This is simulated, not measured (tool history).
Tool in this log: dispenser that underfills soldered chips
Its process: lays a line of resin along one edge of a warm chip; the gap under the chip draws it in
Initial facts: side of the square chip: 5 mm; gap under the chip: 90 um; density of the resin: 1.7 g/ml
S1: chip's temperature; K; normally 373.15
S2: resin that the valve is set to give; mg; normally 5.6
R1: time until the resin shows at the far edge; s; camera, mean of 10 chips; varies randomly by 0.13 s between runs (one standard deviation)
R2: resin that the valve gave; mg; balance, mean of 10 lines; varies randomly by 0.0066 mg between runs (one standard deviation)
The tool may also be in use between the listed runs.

{"run": 1, "day": 0.0, "S1": 373.15, "S2": 5.6, "R1": 9.4, "R2": 5.498}
{"run": 2, "day": 0.146, "S1": 373.15, "S2": 5.6, "R1": 9.8, "R2": 5.499}
{"run": 3, "day": 0.258, "S1": 373.15, "S2": 5.6, "R1": 10.6, "R2": 5.492}
{"day": 0.283, "done": "new syringe of resin"}
{"run": 4, "day": 0.4, "S1": 359.15, "S2": 5.6, "R1": 14.7, "R2": 5.49}
{"run": 5, "day": 0.529, "S1": 385.15, "S2": 5.6, "R1": 6.8, "R2": 5.491}
{"day": 0.679, "done": "new syringe of resin"}
{"run": 6, "day": 0.704, "S1": 376.15, "S2": 5.6, "R1": 8.1, "R2": 5.475}
{"day": 0.846, "done": "dispensing valve cleaned and set on the balance"}
{"run": 7, "day": 0.912, "S1": 385.15, "S2": 5.6, "R1": 6.8, "R2": 5.58}
{"run": 8, "day": 1.025, "S1": 385.15, "S2": 5.6, "R1": 7.1, "R2": 5.589}
{"day": 1.121, "done": "new syringe of resin"}
{"run": 9, "day": 1.208, "S1": 385.15, "S2": 4.89, "R1": 6.2, "R2": 4.867}
{"run": 10, "day": 1.325, "S1": 385.15, "S2": 5.52, "R1": 6.8, "R2": 5.498}
{"day": 1.529, "done": "new syringe of resin"}
{"run": 11, "day": 1.529, "S1": 385.15, "S2": 5.52, "R1": 6.1, "R2": 5.494}
{"run": 12, "day": 1.658, "S1": 385.15, "S2": 5.52, "R1": 6.4, "R2": 5.483}
{"run": 13, "day": 1.846, "S1": 373.15, "S2": 5.6, "R1": 10.4, "R2": 5.555}
{"day": 1.925, "done": "new syringe of resin"}
{"run": 14, "day": 1.946, "S1": 373.15, "S2": 5.6, "R1": 8.7, "R2": 5.534}
{"run": 15, "day": 2.108, "S1": 373.15, "S2": 5.6, "R1": 9.6, "R2": 5.54}
{"run": 16, "day": 2.242, "S1": 373.15, "S2": 5.6, "R1": 10.5, "R2": 5.544}
{"day": 2.325, "done": "new syringe of resin"}
{"run": 17, "day": 2.362, "S1": 373.15, "S2": 5.6, "R1": 8.7, "R2": 5.536}
{"run": 18, "day": 2.458, "S1": 373.15, "S2": 5.6, "R1": 9.3, "R2": 5.529}
{"run": 19, "day": 2.638, "S1": 373.15, "S2": 5.6, "R1": 10.1, "R2": 5.521}
{"day": 2.721, "done": "new syringe of resin"}
{"run": 20, "day": 2.846, "S1": 373.15, "S2": 5.6, "R1": 9.4, "R2": 5.522}
{"run": 21, "day": 2.967, "S1": 371.15, "S2": 5.11, "R1": 10.8, "R2": 5.033}
{"run": 22, "day": 3.1, "S1": 371.15, "S2": 5.11, "R1": 11.8, "R2": 5.034}
{"day": 3.121, "done": "new syringe of resin"}
{"run": 23, "day": 3.2, "S1": 369.15, "S2": 5.72, "R1": 10.5, "R2": 5.624}
{"run": 24, "day": 3.35, "S1": 369.15, "S2": 4.93, "R1": 11.7, "R2": 4.847}
{"day": 3.521, "done": "new syringe of resin"}
{"run": 25, "day": 3.529, "S1": 368.15, "S2": 6.09, "R1": 10, "R2": 5.968}
{"run": 26, "day": 3.688, "S1": 383.15, "S2": 4.8, "R1": 7.2, "R2": 4.706}
{"run": 27, "day": 3.846, "S1": 381.15, "S2": 5.8, "R1": 8, "R2": 5.673}
{"day": 3.912, "done": "new syringe of resin"}
{"run": 28, "day": 3.962, "S1": 370.15, "S2": 6.04, "R1": 9.5, "R2": 5.909}
{"day": 4.058, "done": "dispensing valve cleaned and set on the balance"}
{"run": 29, "day": 4.112, "S1": 370.15, "S2": 6.04, "R1": 10.1, "R2": 6.03}
{"run": 30, "day": 4.2, "S1": 370.15, "S2": 6.04, "R1": 10.7, "R2": 6.033}
{"day": 4.35, "done": "new syringe of resin"}
{"run": 31, "day": 4.404, "S1": 370.15, "S2": 6.04, "R1": 9.5, "R2": 6.023}
{"run": 32, "day": 4.525, "S1": 370.15, "S2": 6.39, "R1": 10.1, "R2": 6.371}
{"run": 33, "day": 4.721, "S1": 364.15, "S2": 5.5, "R1": 14, "R2": 5.472}
{"day": 4.746, "done": "new syringe of resin"}
{"run": 34, "day": 4.908, "S1": 364.15, "S2": 5.5, "R1": 12.3, "R2": 5.47}
{"run": 35, "day": 5.096, "S1": 384.15, "S2": 6.15, "R1": 7.2, "R2": 6.11}
{"day": 5.142, "done": "new syringe of resin"}
{"run": 36, "day": 5.225, "S1": 384.15, "S2": 6.15, "R1": 6.3, "R2": 6.108}
{"run": 37, "day": 5.375, "S1": 364.15, "S2": 6.14, "R1": 12.8, "R2": 6.081}

Consider 3 possible next runs. They are alternatives, not a sequence: every one starts from the tool as it was left by run 37. What does each give?
{"day": 5.538, "done": "new syringe of resin"}
{"run": "A", "day": 5.583, "S1": 360.15, "S2": 6.14, "R1": "?", "R2": "?"}
{"day": 5.538, "done": "new syringe of resin"}
{"run": "B", "day": 5.583, "S1": 365.15, "S2": 6.11, "R1": "?", "R2": "?"}
{"day": 5.538, "done": "new syringe of resin"}
{"run": "C", "day": 5.583, "S1": 361.15, "S2": 6.08, "R1": "?", "R2": "?"}

run=A R1=13.3 R2=6.087
run=B R1=11.1 R2=6.059
run=C R1=12.6 R2=6.019
Without the tool's hidden state the same runs would have given:
run=A R1=13.5 R2=6.145
run=B R1=11.3 R2=6.117
run=C R1=12.8 R2=6.077
